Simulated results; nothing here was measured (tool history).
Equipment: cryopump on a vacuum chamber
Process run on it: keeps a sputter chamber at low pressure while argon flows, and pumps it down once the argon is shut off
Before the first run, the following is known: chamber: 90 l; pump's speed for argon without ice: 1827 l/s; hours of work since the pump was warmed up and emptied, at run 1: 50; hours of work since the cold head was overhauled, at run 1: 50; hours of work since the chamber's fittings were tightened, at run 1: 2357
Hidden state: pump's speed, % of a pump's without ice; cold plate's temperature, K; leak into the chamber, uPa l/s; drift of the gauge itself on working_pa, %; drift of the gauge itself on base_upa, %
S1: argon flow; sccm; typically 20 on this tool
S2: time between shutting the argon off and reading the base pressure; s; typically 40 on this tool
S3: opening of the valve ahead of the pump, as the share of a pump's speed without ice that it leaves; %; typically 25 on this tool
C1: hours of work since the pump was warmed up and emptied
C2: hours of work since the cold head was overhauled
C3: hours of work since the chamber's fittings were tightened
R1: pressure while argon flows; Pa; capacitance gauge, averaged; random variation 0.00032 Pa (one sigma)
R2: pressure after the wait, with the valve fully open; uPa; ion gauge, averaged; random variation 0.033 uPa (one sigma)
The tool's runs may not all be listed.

| run | day | S1 | S2 | S3 | C1 | C2 | C3 | R1 | R2 |
|---|---|---|---|---|---|---|---|---|---|
| 1 | 0.000 | 20 | 40 | 25 | 50 | 50 | 2357 | 0.0741 | 2.31 |
| 2 | 0.796 | 20 | 40 | 25 | 67 | 67 | 2374 | 0.0740 | 2.31 |
| 3 | 1.758 | 39 | 40 | 25 | 88 | 88 | 2394 | 0.1448 | 2.44 |
| 4 | 3.108 | 15 | 40 | 25 | 117 | 117 | 2423 | 0.0554 | 2.31 |
| 5 | 3.825 | 15 | 40 | 25 | 132 | 132 | 2439 | 0.0567 | 2.34 |
| 6 | 4.933 | 15 | 40 | 25 | 156 | 156 | 2462 | 0.0556 | 2.43 |
| 7 | 5.746 | 20 | 40 | 25 | 173 | 173 | 2480 | 0.0745 | 2.42 |
| 8 | 7.012 | 20 | 40 | 25 | 200 | 200 | 2507 | 0.0745 | 2.40 |
| 9 | 8.208 | 20 | 40 | 25 | 226 | 226 | 2532 | 0.0748 | 2.44 |
| 10 | 9.050 | 20 | 40 | 28 | 244 | 244 | 2550 | 0.0671 | 2.43 |
| 11 | 10.325 | 20 | 40 | 28 | 271 | 271 | 2578 | 0.0672 | 2.47 |
| 12 | 11.288 | 20 | 40 | 28 | 292 | 292 | 2598 | 0.0672 | 2.44 |
| 13 | 12.492 | 20 | 40 | 28 | 318 | 318 | 2624 | 0.0670 | 2.53 |
| 14 | 13.129 | 39 | 226 | 39 | 331 | 331 | 2638 | 0.0943 | 1.16 |
| 15 | 13.733 | 12 | 289 | 39 | 344 | 344 | 2651 | 0.0287 | 1.07 |
| 16 | 14.925 | 21 | 289 | 54 | 370 | 370 | 2676 | 0.0373 | 1.07 |
| 17 | 16.154 | 21 | 289 | 54 | 396 | 396 | 2703 | 0.0374 | 1.08 |
| 18 | 17.162 | 20 | 39 | 25 | 418 | 418 | 2724 | 0.0754 | 2.46 |
| 19 | 17.962 | 22 | 40 | 43 | 435 | 435 | 2741 | 0.0485 | 2.49 |
| 20 | 19.150 | 11 | 83 | 22 | 460 | 460 | 2767 | 0.0466 | 1.66 |
| 21 | 20.446 | 17 | 65 | 60 | 488 | 488 | 2794 | 0.0272 | 1.95 |
| 22 | 21.767 | 17 | 65 | 60 | 516 | 516 | 2823 | 0.0271 | 1.89 |
| 23 | 23.112 | 21 | 53 | 25 | 545 | 545 | 2852 | 0.0800 | 2.15 |
| 24 | 24.092 | 24 | 80 | 23 | 566 | 566 | 2873 | 0.0985 | 1.75 |
| 25 | 25.392 | 20 | 40 | 20 | 594 | 594 | 2900 | 0.0943 | 2.52 |
| 26 | 26.233 | 20 | 27 | 16 | 612 | 612 | 2918 | 0.1170 | 3.45 |

Below are 4 alternative next runs, each starting from the tool's condition after run 26. Predict each:
| A | 27.608 | 28 | 259 | 56 | 641 | 641 | 2948 | ? | ? |
| B | 27.608 | 20 | 40 | 16 | 641 | 641 | 2948 | ? | ? |
| C | 27.608 | 20 | 68 | 16 | 641 | 641 | 2948 | ? | ? |
| D | 27.608 | 20 | 71 | 30 | 641 | 641 | 2948 | ? | ? |

| run | R1 | R2 |
|---|---|---|
| A | 0.0487 | 1.18 |
| B | 0.1167 | 2.59 |
| C | 0.1175 | 1.97 |
| D | 0.0634 | 1.88 |
Take away the tool's hidden state, keep each run's random variation, and the runs would have read:
| run | R1 | R2 |
|---|---|---|
| A | 0.0461 | 0.38 |
| B | 0.1149 | 1.80 |
| C | 0.1157 | 1.13 |
| D | 0.0616 | 1.08 |
